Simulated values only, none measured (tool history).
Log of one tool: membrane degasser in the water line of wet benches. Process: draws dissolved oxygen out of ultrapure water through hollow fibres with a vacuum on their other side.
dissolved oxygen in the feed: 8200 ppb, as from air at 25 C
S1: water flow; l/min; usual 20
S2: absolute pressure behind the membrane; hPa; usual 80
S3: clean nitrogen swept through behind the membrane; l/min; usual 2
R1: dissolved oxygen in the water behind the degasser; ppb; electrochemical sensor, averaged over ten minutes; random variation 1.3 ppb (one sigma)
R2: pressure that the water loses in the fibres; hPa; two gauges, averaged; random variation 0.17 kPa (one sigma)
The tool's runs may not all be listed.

{"run": 1, "day": 0.0, "S1": 20, "S2": 80, "S3": 2, "R1": 121.8, "R2": 285.5}
{"day": 3.333, "done": "membrane cartridge changed"}
{"run": 2, "day": 12.671, "S1": 20, "S2": 80, "S3": 2, "R1": 124.1, "R2": 286.3}
{"run": 3, "day": 18.125, "S1": 20, "S2": 62.3, "S3": 2, "R1": 84.1, "R2": 284.3}
{"run": 4, "day": 23.575, "S1": 20, "S2": 62.3, "S3": 2, "R1": 83.3, "R2": 285.6}
{"run": 5, "day": 31.342, "S1": 20, "S2": 62.3, "S3": 2, "R1": 84.7, "R2": 283.7}
{"day": 43.783, "done": "vacuum gauge calibrated"}
{"run": 6, "day": 43.783, "S1": 20, "S2": 80, "S3": 2, "R1": 123.1, "R2": 284.1}
{"run": 7, "day": 55.367, "S1": 20, "S2": 80, "S3": 2, "R1": 123.2, "R2": 283.9}
{"run": 8, "day": 65.088, "S1": 20, "S2": 80, "S3": 3.5, "R1": 78.1, "R2": 284.2}
{"run": 9, "day": 78.167, "S1": 20, "S2": 80, "S3": 3.5, "R1": 78.2, "R2": 286.9}
{"run": 10, "day": 90.242, "S1": 20, "S2": 80, "S3": 3.92, "R1": 71.2, "R2": 284.3}
{"run": 11, "day": 102.754, "S1": 20, "S2": 80, "S3": 3.92, "R1": 71.4, "R2": 285.7}
{"day": 106.033, "done": "seals of the vacuum lines changed"}
{"run": 12, "day": 111.883, "S1": 20, "S2": 80, "S3": 2, "R1": 122.3, "R2": 284.4}
{"run": 13, "day": 118.808, "S1": 20, "S2": 80, "S3": 2, "R1": 123.3, "R2": 283.9}
{"run": 14, "day": 127.371, "S1": 20, "S2": 80, "S3": 2, "R1": 123.5, "R2": 282.1}
{"run": 15, "day": 132.7, "S1": 20, "S2": 80, "S3": 2, "R1": 124.6, "R2": 287.3}
{"run": 16, "day": 138.046, "S1": 20, "S2": 80, "S3": 2, "R1": 126.5, "R2": 284.5}
{"run": 17, "day": 150.612, "S1": 20, "S2": 108.6, "S3": 1, "R1": 340.8, "R2": 284.4}
{"run": 18, "day": 156.967, "S1": 20, "S2": 108.6, "S3": 1, "R1": 347.6, "R2": 284.8}
{"run": 19, "day": 169.658, "S1": 26, "S2": 99.1, "S3": 2, "R1": 226.3, "R2": 368.7}
{"run": 20, "day": 180.038, "S1": 26, "S2": 64.8, "S3": 1.54, "R1": 158.1, "R2": 370.6}
{"run": 21, "day": 187.592, "S1": 14, "S2": 55.6, "S3": 4.15, "R1": 22.3, "R2": 198.3}
{"run": 22, "day": 199.008, "S1": 20, "S2": 187.3, "S3": 3.5, "R1": 225.9, "R2": 281.8}
{"run": 23, "day": 206.521, "S1": 23, "S2": 131.7, "S3": 1.04, "R1": 484.1, "R2": 327.8}
{"run": 24, "day": 217.483, "S1": 14, "S2": 60.2, "S3": 2, "R1": 50.1, "R2": 199.6}
{"day": 224.146, "done": "vacuum gauge calibrated"}
{"day": 230.071, "done": "seals of the vacuum lines changed"}
{"run": 25, "day": 230.071, "S1": 30, "S2": 80, "S3": 1.32, "R1": 289, "R2": 428.6}
{"run": 26, "day": 242.829, "S1": 13, "S2": 68.3, "S3": 1.55, "R1": 73.6, "R2": 184.7}
{"run": 27, "day": 253.917, "S1": 22, "S2": 122.2, "S3": 3.37, "R1": 157.3, "R2": 312.1}

Run 28 comes next. What will it give?
{"run": 28, "day": 264.771, "S1": 14, "S2": 80, "S3": 1.53, "R1": "?", "R2": "?"}

{"run 28": {"R1": 106, "R2": 197.9}}
Without the tool's hidden state the same run would have given R1 105.9 ppb, R2 197.6 hPa.

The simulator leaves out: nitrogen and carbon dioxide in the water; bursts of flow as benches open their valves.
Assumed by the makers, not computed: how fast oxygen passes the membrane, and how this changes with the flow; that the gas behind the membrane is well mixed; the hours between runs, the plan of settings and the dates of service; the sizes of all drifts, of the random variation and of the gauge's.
